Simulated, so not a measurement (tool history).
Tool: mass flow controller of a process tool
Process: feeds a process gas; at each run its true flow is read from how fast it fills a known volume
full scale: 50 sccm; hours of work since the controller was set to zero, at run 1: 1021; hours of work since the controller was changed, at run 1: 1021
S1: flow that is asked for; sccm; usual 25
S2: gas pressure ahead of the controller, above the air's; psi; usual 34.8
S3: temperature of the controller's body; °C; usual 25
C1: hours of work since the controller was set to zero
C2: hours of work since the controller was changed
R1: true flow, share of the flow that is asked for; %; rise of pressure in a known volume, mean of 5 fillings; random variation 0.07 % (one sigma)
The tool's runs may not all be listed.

| run | day | S1 | S2 | S3 | C1 | C2 | R1 |
|---|---|---|---|---|---|---|---|
| 1 | 0 | 25 | 34.8 | 25 | 1021 | 1021 | 99.72 |
| 2 | 2.021 | 7 | 34.8 | 25 | 1055 | 1055 | 99.3 |
| 3 | 4.688 | 25 | 34.8 | 25 | 1101 | 1101 | 99.75 |
| 4 | 9.475 | 25 | 34.8 | 25 | 1183 | 1183 | 99.71 |
| 5 | 13.883 | 25 | 34.8 | 25 | 1258 | 1258 | 99.71 |
| 6 | 17.829 | 25 | 34.8 | 25 | 1326 | 1326 | 99.81 |
| 7 | 20.904 | 25 | 34.8 | 25 | 1378 | 1378 | 99.92 |
| 8 | 25.054 | 25 | 37.7 | 25 | 1449 | 1449 | 99.96 |
| 9 | 27.133 | 25 | 34.8 | 25 | 1485 | 1485 | 100.07 |
| 10 | 31.633 | 25 | 37.3 | 25 | 1562 | 1562 | 100 |
| 11 | 36.142 | 25 | 37.3 | 25 | 1639 | 1639 | 100.18 |
| 12 | 40.117 | 25 | 34.8 | 25 | 1707 | 1707 | 100.06 |
| 13 | 43.9 | 25 | 35.2 | 25 | 1772 | 1772 | 100.11 |
| 14 | 47.854 | 25 | 35.2 | 25 | 1839 | 1839 | 100.15 |
| 15 | 50.75 | 7 | 35.2 | 25 | 1889 | 1889 | 99.99 |
| 16 | 53.096 | 7 | 35.2 | 25 | 1929 | 1929 | 100.16 |
| 17 | 57.733 | 25 | 34.8 | 25 | 2008 | 2008 | 100.28 |
|  | 58.196 | controller's zero set anew |
| 18 | 62.433 | 25 | 23.4 | 22 | 72 | 2088 | 100.59 |
| 19 | 65.238 | 25 | 23.4 | 22 | 120 | 2136 | 100.7 |
| 20 | 67.454 | 9 | 34.2 | 29 | 158 | 2174 | 100.2 |
| 21 | 71.621 | 9 | 34.2 | 29 | 230 | 2245 | 100.22 |
| 22 | 76.317 | 9 | 34.2 | 29 | 310 | 2326 | 100.31 |
| 23 | 79.754 | 9 | 34.2 | 29 | 369 | 2384 | 100.4 |
| 24 | 81.721 | 6 | 29 | 32 | 402 | 2418 | 100.71 |
|  | 84.158 | controller's zero set anew, once more |
| 25 | 85.588 | 6 | 29 | 32 | 24 | 2484 | 98.97 |
| 26 | 88.571 | 25 | 37.9 | 22 | 75 | 2535 | 100.54 |
| 27 | 92.804 | 25 | 37.9 | 22 | 148 | 2607 | 100.62 |
| 28 | 97.258 | 25 | 37.9 | 33 | 224 | 2683 | 99.83 |
| 29 | 101.742 | 25 | 38.6 | 25 | 301 | 2760 | 100.43 |
| 30 | 105.621 | 25 | 22.3 | 37 | 367 | 2826 | 99.34 |
| 31 | 110.046 | 19 | 36.1 | 37 | 443 | 2902 | 99.34 |
| 32 | 114.421 | 22 | 21.3 | 37 | 518 | 2977 | 99.22 |

The same runs without the tool's hidden state, with the same run-to-run variation:
The hidden state here: flow at rest that the sensor doesn't see, % of full scale; true flow over the shown one, %; drift of the gauge itself on true_pct, %.
| run | R1 |
|---|---|
| 1 | 98.86 |
| 2 | 97.99 |
| 3 | 98.84 |
| 4 | 98.76 |
| 5 | 98.71 |
| 6 | 98.77 |
| 7 | 98.85 |
| 8 | 98.86 |
| 9 | 98.94 |
| 10 | 98.83 |
| 11 | 98.96 |
| 12 | 98.8 |
| 13 | 98.82 |
| 14 | 98.82 |
| 15 | 97.97 |
| 16 | 98.1 |
| 17 | 98.86 |
| 18 | 98.97 |
| 19 | 99.06 |
| 20 | 97.76 |
| 21 | 97.73 |
| 22 | 97.76 |
| 23 | 97.81 |
| 24 | 97.45 |
| 25 | 97.22 |
| 26 | 99.06 |
| 27 | 99.09 |
| 28 | 98.26 |
| 29 | 98.81 |
| 30 | 97.69 |
| 31 | 97.61 |
| 32 | 97.47 |

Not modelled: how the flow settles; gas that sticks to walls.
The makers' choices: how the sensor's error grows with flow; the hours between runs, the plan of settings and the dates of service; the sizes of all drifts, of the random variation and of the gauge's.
